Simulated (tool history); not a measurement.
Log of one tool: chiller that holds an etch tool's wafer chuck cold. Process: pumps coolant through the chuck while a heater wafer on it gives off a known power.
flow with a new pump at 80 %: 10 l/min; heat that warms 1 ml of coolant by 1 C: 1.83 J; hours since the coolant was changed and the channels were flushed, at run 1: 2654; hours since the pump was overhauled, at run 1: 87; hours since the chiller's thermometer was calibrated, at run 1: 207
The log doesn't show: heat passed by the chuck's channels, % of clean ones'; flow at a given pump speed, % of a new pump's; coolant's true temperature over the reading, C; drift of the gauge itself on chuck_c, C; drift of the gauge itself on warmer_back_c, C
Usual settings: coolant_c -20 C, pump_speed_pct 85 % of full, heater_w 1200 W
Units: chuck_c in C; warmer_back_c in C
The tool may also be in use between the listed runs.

run,day,coolant_c,pump_speed_pct,heater_w,hours since the coolant was changed and the channels were flushed,hours since the pump was overhauled,hours since the chiller's thermometer was calibrated,chuck_c,warmer_back_c
1,0,-20,85,1200,2654,87,207,-11.5,3.64
2,2.621,-20,85,1679,2717,150,270,-8.2,5.18
3,4.762,-20,87,1200,2768,201,321,-11.7,3.62
4,8.188,-20,87,1200,2850,283,403,-11.7,3.61
5,10.462,-20,99,1200,2905,338,458,-12.6,3.15
6,12.012,-13,85,1200,2942,375,495,-4.5,3.75
7,14.512,-13,89,1200,3002,435,555,-4.8,3.54
8,17.712,-13,89,1200,3079,512,632,-4.7,3.5
9,21.112,-13,89,1200,3161,593,714,-4.8,3.58
10,23.496,-13,88,1200,3218,651,771,-4.8,3.63
11,25.433,-20,85,1112,3264,697,817,-12.1,3.46
12,29.046,-20,85,1112,3351,784,904,-12.1,3.51
13,31.917,-20,65,1200,3420,853,973,-8.5,5.13
14,35.421,-20,65,1485,3504,937,1057,-5.8,6.27
15,37.675,-20,65,1485,3558,991,1111,-6,6.3
16,41.267,-20,65,1485,3644,1077,1197,-5.9,6.32
17,45.012,-25,92,1610,3734,1167,1287,-14,4.64
18,46.858,-17,92,973,3779,1211,1331,-10.4,2.82
19,49.533,-22,96,1084,3843,1276,1396,-14.8,3.05
20,52.529,-13,89,1704,3915,1347,1468,-1,5.16
21,54.775,-20,61,738,3969,1401,1521,-12.4,3.48
22,57.138,-20,61,738,4025,1458,1578,-12.5,3.38
23,58.983,-20,61,1631,4070,1502,1622,-3.4,7.6
24,60.896,-20,93,1200,4115,1548,1668,-11.8,3.45
25,64.167,-21,63,684,4194,1627,1747,-14.3,3.04
# day 65.767: coolant changed, channels flushed
26,66.133,-21,63,684,9,1668,1788,-14.9,3.05
27,68.45,-20,61,805,64,1724,1844,-12.5,3.73
28,71.054,-21,85,1200,127,1786,1906,-13,3.85
29,72.967,-21,85,1200,173,1832,1952,-13.1,3.91
30,75.233,-20,66,723,227,1886,2006,-13.7,3.06
31,77.504,-23,76,1200,282,1941,2061,-13.9,4.39

4 ways to go on from here, each from the tool as it stands after run 31. What would each give?
A,79.558,-13,85,1200,331,1990,2110,?,?
B,79.558,-20,85,1678,331,1990,2110,?,?
C,79.558,-29,75,1200,331,1990,2110,?,?
D,79.558,-23,72,1069,331,1990,2110,?,?

run,chuck_c,warmer_back_c
A,-4.9,3.87
B,-8.6,5.38
C,-19.9,4.52
D,-14.5,4.14
Without the tool's hidden state the same runs would have given:
run,chuck_c,warmer_back_c
A,-5.2,3.66
B,-9.1,5.1
C,-20.2,4.28
D,-14.8,3.92
